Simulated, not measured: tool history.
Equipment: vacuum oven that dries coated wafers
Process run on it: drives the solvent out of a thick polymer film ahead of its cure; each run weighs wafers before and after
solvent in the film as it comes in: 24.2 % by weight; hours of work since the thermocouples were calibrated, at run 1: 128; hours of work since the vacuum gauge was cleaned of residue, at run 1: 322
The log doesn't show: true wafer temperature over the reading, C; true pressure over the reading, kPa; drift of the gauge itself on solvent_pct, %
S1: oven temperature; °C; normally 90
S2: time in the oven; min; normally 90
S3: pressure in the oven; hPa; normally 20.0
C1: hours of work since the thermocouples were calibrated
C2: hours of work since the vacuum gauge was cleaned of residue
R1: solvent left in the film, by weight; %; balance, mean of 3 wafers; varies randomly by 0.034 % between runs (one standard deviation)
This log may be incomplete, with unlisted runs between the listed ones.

run,hour,S1,S2,S3,C1,C2,R1
1,0.0,90,90,20.0,128,322,2.12
2,84.4,90,90,44.3,162,356,3.71
3,144.9,90,90,44.3,186,381,3.69
4,229.4,90,90,44.3,220,415,3.64
5,319.6,85,90,20.0,257,451,3.60
6,421.7,85,90,20.0,298,493,3.50
7,482.7,90,58,20.0,323,517,3.53
8,546.2,90,58,20.0,349,543,3.48
# hour 557.1: vacuum gauge cleaned of residue and calibrated
9,644.8,90,58,20.0,388,35,3.55
10,726.1,90,58,20.0,421,68,3.60
11,789.0,90,58,20.0,446,94,3.58
12,864.9,78,70,29.6,477,125,9.21
13,963.7,88,70,19.3,517,165,3.47
# hour 1075.3: vacuum gauge cleaned of residue and calibrated, once more
14,1077.3,82,56,33.4,562,1,8.12
15,1147.4,88,134,73.8,591,29,5.30
16,1275.1,90,145,11.4,642,81,0.86
17,1398.5,96,67,17.4,692,131,1.24
18,1510.5,86,53,12.3,738,176,4.94
19,1609.2,86,53,12.3,777,216,4.93

3 options for the next run, each taken on its own from the tool as it stands now. Forecast them:
A,1719.2,86,53,47.4,822,260,?
B,1719.2,104,67,15.0,822,260,?
C,1719.2,104,46,55.2,822,260,?

run,R1
A,7.10
B,0.64
C,2.29
The same runs, with their run-to-run variation unchanged, on a tool lacking any hidden condition would have given:
run,R1
A,8.00
B,0.66
C,2.49
